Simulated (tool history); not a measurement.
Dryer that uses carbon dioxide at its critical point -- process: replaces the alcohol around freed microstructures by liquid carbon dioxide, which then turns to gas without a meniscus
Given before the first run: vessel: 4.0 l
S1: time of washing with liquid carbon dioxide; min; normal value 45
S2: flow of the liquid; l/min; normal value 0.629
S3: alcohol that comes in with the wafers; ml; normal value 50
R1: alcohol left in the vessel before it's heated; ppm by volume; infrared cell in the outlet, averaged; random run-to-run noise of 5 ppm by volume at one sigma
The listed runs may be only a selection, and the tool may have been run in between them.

Run 1, hour 0: usual settings. Result: R1 238 ppm by volume.
Run 2, hour 33.7: usual settings. Result: R1 254 ppm by volume.
Run 3, hour 59.2: usual settings. Result: R1 255 ppm by volume.
Run 4, hour 86.8: usual settings. Result: R1 252 ppm by volume.
At hour 121.5: purifier's bed changed.
Run 5, hour 124.6: usual settings but S2 1.051 l/min. Result: R1 7 ppm by volume.
Run 6, hour 172.8: usual settings but S1 31 min, S2 1.051 l/min. Result: R1 28 ppm by volume.
Run 7, hour 218.1: usual settings but S1 31 min, S2 1.051 l/min. Result: R1 25 ppm by volume.
Run 8, hour 277.6: usual settings but S1 57 min, S2 0.4 l/min. Result: R1 108 ppm by volume.
Run 9, hour 337.4: usual settings but S1 32 min, S2 0.489 l/min, S3 29 ml. Result: R1 282 ppm by volume.

Forecast run 10:
At hour 341.8: inlet filter changed.
Run 10, hour 382.8: usual settings but S1 37 min, S2 0.515 l/min, S3 44 ml. Result: R1 ?.

R1: 170 ppm by volume
With the hidden condition absent and the run-to-run variation left alone, this run would have shown R1 108 ppm by volume.

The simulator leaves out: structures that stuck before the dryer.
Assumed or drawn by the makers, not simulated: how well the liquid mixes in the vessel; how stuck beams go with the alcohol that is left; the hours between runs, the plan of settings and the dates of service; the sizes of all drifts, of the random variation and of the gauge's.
